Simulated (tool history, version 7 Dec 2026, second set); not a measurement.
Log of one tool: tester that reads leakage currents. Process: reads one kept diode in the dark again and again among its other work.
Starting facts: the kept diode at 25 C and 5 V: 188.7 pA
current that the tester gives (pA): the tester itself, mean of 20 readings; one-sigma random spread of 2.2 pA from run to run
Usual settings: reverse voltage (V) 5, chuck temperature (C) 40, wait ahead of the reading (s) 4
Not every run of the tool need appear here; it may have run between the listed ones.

run     day  reverse voltage (V)  chuck temperature (C)  wait ahead of the reading (s)  current that the tester gives (pA)
  1       0                    5                     40                              4                              749.21
  2   1.479                    5                     40                              4                              752.23
  3   3.088                    5                     40                              4                              753.36
  4   5.329                    5                     40                              4                              741.87
  5   7.767                    5                     40                              4                              746.26
  6   8.862                 1.64                     43                              4                              654.74
  7  10.962                    5                     31                              4                              342.56
  8  12.417                    5                     31                              4                               343.4
  9  14.833                 8.65                     31                           2.96                               417.6
 10  16.879                 8.65                     31                           2.96                              423.29

Missing from the log above: 1 entry noted between runs. For each, name the pair of listed runs it sits between and say how the tool's hidden condition differs from the listed run just before to the listed run just after:
After run 3, before run 4: probe card cleaned and baked (day 3.95)
  stray current of the dirty probe card, pA a volt: 1.8 -> 0.067; current scale over the true one, %: -0.41 -> -0.42; true chuck temperature over the reading, C: 0.38 -> 0.41
  what was measured, less what the result would be without the hidden state, current that the tester gives (pA): +29.47 -> +22.58

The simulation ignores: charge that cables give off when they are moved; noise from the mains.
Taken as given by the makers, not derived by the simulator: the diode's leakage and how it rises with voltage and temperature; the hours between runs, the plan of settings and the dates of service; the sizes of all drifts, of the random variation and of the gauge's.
